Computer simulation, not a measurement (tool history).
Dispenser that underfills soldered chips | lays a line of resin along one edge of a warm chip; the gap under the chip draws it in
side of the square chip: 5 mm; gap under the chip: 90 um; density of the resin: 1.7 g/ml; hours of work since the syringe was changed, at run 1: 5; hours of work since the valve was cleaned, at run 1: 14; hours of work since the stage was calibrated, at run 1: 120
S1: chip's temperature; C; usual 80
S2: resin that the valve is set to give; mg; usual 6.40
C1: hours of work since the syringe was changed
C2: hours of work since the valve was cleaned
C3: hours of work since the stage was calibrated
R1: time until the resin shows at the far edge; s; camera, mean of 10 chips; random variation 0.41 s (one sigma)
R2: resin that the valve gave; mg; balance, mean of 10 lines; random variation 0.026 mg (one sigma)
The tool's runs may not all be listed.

run  hour  S1    S2  C1  C2   C3    R1    R2
  1   0.0  80  6.40   5  14  120  33.0  6.30
  2   3.7  80  6.40   7  17  122  36.3  6.30
      5.5  -- new syringe of resin
  3   7.0  80  6.40   1  19  124  30.4  6.29
  4  10.8  80  6.40   3  21  126  32.0  6.29
  5  13.7  80  6.40   5  23  128  34.4  6.31
     18.6  -- new syringe of resin
  6  21.1  80  6.40   2  27  132  31.3  6.25
  7  24.2  65  6.40   3  29  134  67.4  6.23
  8  31.0  65  6.40   8  33  138  74.5  6.20
     31.9  -- new syringe of resin
  9  37.6  69  7.53   3  37  142  53.5  7.31
 10  42.3  73  6.01   6  40  145  47.4  5.83
     44.8  -- new syringe of resin
 11  49.2  67  6.85   3  44  149  60.3  6.57
 12  55.9  68  6.15   7  48  153  65.9  5.88
     57.6  -- new syringe of resin
 13  61.5  92  7.28   2  51  156  18.2  6.94
 14  66.7  76  6.24   6  54  160  40.9  5.90

Forecast each of these 3 alternatives for the next run:
     70.5  -- new syringe of resin
  A  70.7  77  6.23   0  57  162   ?   ?
     70.5  -- new syringe of resin
  B  70.7  72  8.24   0  57  162   ?   ?
     70.5  -- new syringe of resin
  C  70.7  75  6.05   0  57  162   ?   ?

run    R1    R2
  A  35.0  5.91
  B  42.6  7.86
  C  38.8  5.76
Without the tool's hidden state the same runs would have given:
run    R1    R2
  A  32.4  6.22
  B  39.5  8.27
  C  35.8  6.06
